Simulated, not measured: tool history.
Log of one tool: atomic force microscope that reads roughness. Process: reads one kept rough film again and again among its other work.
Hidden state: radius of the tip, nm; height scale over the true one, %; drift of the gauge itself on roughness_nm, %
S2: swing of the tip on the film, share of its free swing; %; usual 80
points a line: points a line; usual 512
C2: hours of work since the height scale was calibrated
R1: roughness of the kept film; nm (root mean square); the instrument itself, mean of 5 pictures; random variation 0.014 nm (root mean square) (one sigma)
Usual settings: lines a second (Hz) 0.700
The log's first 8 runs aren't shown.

run 9 hour=190.1 | lines_a_second_(Hz)=0.700 S2=80 points_a_line=931 | pictures_with_this_tip=87 C2=760 | R1=3.204
-- hour=208.3 new tip fitted
run 10 hour=210.2 | lines_a_second_(Hz)=0.700 S2=80 points_a_line=512 | pictures_with_this_tip=3 C2=771 | R1=3.503
run 11 hour=240.9 | lines_a_second_(Hz)=0.700 S2=80 points_a_line=512 | pictures_with_this_tip=50 C2=788 | R1=3.338
run 12 hour=257.7 | lines_a_second_(Hz)=0.700 S2=80 points_a_line=512 | pictures_with_this_tip=75 C2=797 | R1=3.283
run 13 hour=279.4 | lines_a_second_(Hz)=0.700 S2=62 points_a_line=512 | pictures_with_this_tip=108 C2=810 | R1=3.297
-- hour=283.4 new tip fitted
run 14 hour=302.4 | lines_a_second_(Hz)=0.700 S2=62 points_a_line=512 | pictures_with_this_tip=29 C2=822 | R1=3.490
run 15 hour=321.6 | lines_a_second_(Hz)=0.700 S2=62 points_a_line=283 | pictures_with_this_tip=58 C2=833 | R1=3.433
run 16 hour=349.8 | lines_a_second_(Hz)=2.224 S2=79 points_a_line=444 | pictures_with_this_tip=101 C2=849 | R1=2.976
-- hour=358.2 new tip fitted
run 17 hour=367.2 | lines_a_second_(Hz)=2.367 S2=78 points_a_line=444 | pictures_with_this_tip=13 C2=858 | R1=3.191
-- hour=369.5 height scale calibrated on a step standard
run 18 hour=385.6 | lines_a_second_(Hz)=2.367 S2=78 points_a_line=444 | pictures_with_this_tip=40 C2=9 | R1=3.116
run 19 hour=405.5 | lines_a_second_(Hz)=2.367 S2=78 points_a_line=444 | pictures_with_this_tip=70 C2=20 | R1=3.042
-- hour=416.3 height scale calibrated on a step standard, once more
-- hour=435.9 new tip fitted
run 20 hour=436.9 | lines_a_second_(Hz)=0.936 S2=64 points_a_line=683 | pictures_with_this_tip=2 C2=11 | R1=3.530
run 21 hour=454.1 | lines_a_second_(Hz)=0.700 S2=58 points_a_line=512 | pictures_with_this_tip=28 C2=21 | R1=3.460
run 22 hour=469.6 | lines_a_second_(Hz)=0.700 S2=57 points_a_line=512 | pictures_with_this_tip=51 C2=29 | R1=3.419
run 23 hour=498.6 | lines_a_second_(Hz)=0.700 S2=57 points_a_line=356 | pictures_with_this_tip=95 C2=46 | R1=3.305
-- hour=511.5 new tip fitted
run 24 hour=523.9 | lines_a_second_(Hz)=3.600 S2=83 points_a_line=512 | pictures_with_this_tip=19 C2=59 | R1=2.794
run 25 hour=542.8 | lines_a_second_(Hz)=0.700 S2=80 points_a_line=1015 | pictures_with_this_tip=48 C2=70 | R1=3.314
run 26 hour=556.2 | lines_a_second_(Hz)=1.924 S2=76 points_a_line=399 | pictures_with_this_tip=68 C2=78 | R1=3.102
run 27 hour=578.7 | lines_a_second_(Hz)=1.924 S2=76 points_a_line=399 | pictures_with_this_tip=102 C2=90 | R1=3.033
-- hour=588.2 new tip fitted
run 28 hour=609.2 | lines_a_second_(Hz)=0.667 S2=77 points_a_line=386 | pictures_with_this_tip=32 C2=107 | R1=3.352
run 29 hour=629.0 | lines_a_second_(Hz)=0.667 S2=77 points_a_line=386 | pictures_with_this_tip=62 C2=118 | R1=3.296
run 30 hour=654.8 | lines_a_second_(Hz)=0.667 S2=59 points_a_line=386 | pictures_with_this_tip=101 C2=132 | R1=3.283

Forecast each of these 5 alternatives for the next run:
-- hour=664.9 new tip fitted
run A hour=680.3 | lines_a_second_(Hz)=2.763 S2=67 points_a_line=512 | pictures_with_this_tip=23 C2=146 | R1=?
-- hour=664.9 new tip fitted
run B hour=680.3 | lines_a_second_(Hz)=0.667 S2=81 points_a_line=912 | pictures_with_this_tip=23 C2=146 | R1=?
-- hour=664.9 new tip fitted
run C hour=680.3 | lines_a_second_(Hz)=0.700 S2=80 points_a_line=882 | pictures_with_this_tip=23 C2=146 | R1=?
-- hour=664.9 new tip fitted
run D hour=680.3 | lines_a_second_(Hz)=0.667 S2=56 points_a_line=386 | pictures_with_this_tip=23 C2=146 | R1=?
-- hour=664.9 new tip fitted
run E hour=680.3 | lines_a_second_(Hz)=0.694 S2=59 points_a_line=386 | pictures_with_this_tip=23 C2=146 | R1=?

run=A R1=3.231
run=B R1=3.407
run=C R1=3.371
run=D R1=3.509
run=E R1=3.475
Without the tool's hidden state the same runs would have given:
run=A R1=3.297
run=B R1=3.476
run=C R1=3.439
run=D R1=3.580
run=E R1=3.546

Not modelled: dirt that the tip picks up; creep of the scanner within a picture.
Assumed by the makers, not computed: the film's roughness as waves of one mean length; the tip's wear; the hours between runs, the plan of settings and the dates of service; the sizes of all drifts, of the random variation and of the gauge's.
